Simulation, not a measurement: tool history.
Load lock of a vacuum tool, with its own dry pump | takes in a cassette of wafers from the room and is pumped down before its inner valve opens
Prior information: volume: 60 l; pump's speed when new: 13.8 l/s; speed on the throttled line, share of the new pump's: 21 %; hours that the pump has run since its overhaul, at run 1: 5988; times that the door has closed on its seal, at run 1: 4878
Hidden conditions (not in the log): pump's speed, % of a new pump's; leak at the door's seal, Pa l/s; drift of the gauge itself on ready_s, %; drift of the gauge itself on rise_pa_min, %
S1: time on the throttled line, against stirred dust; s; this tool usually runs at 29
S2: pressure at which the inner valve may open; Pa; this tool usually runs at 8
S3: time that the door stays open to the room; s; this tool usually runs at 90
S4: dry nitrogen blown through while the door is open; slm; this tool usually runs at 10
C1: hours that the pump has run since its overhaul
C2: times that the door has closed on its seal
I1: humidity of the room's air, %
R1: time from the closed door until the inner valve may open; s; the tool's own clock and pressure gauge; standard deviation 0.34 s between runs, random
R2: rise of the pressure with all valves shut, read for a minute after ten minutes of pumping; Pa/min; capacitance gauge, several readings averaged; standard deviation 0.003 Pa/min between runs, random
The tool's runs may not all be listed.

Run 1, day 0.000: usual settings; C1 5988; C2 4878; I1 47.2. Result: R1 66.8 s, R2 0.057 Pa/min.
Run 2, day 4.562: usual settings; C1 6098; C2 5008; I1 43.3. Result: R1 67.6 s, R2 0.054 Pa/min.
Run 3, day 9.175: usual settings; C1 6208; C2 5140; I1 43.2. Result: R1 66.9 s, R2 0.051 Pa/min.
Run 4, day 11.792: usual settings; C1 6271; C2 5215; I1 43.8. Result: R1 67.3 s, R2 0.055 Pa/min.
Run 5, day 16.158: usual settings; C1 6376; C2 5340; I1 44.7. Result: R1 67.1 s, R2 0.049 Pa/min.
Run 6, day 21.554: usual settings; C1 6505; C2 5494; I1 44.7. Result: R1 67.2 s, R2 0.060 Pa/min.
Run 7, day 27.075: usual settings; C1 6638; C2 5652; I1 45.1. Result: R1 67.0 s, R2 0.056 Pa/min.
Run 8, day 32.412: usual settings; C1 6766; C2 5805; I1 44.1. Result: R1 66.9 s, R2 0.054 Pa/min.
Run 9, day 36.346: usual settings but S4 45 slm; C1 6860; C2 5917; I1 44.1. Result: R1 67.7 s, R2 0.035 Pa/min.
Run 10, day 40.779: usual settings but S4 45 slm; C1 6967; C2 6044; I1 48.1. Result: R1 67.6 s, R2 0.041 Pa/min.
Run 11, day 44.738: usual settings but S1 46 s, S2 13 Pa, S3 186 s, S4 5 slm; C1 7062; C2 6157; I1 44.4. Result: R1 78.0 s, R2 0.080 Pa/min.

What does the tool deliver on the next run?
Run 12, day 47.804: usual settings but S1 47 s, S2 13 Pa, S3 54 s, S4 5 slm; C1 7135; C2 6245; I1 45.8. Result: R1 ?, R2 ?.

Run 12 gave R1 78.7 s, R2 0.056 Pa/min.
Take away the tool's hidden state, keep the run-to-run variation as it was, and the same run would have given R1 76.3 s, R2 0.033 Pa/min.

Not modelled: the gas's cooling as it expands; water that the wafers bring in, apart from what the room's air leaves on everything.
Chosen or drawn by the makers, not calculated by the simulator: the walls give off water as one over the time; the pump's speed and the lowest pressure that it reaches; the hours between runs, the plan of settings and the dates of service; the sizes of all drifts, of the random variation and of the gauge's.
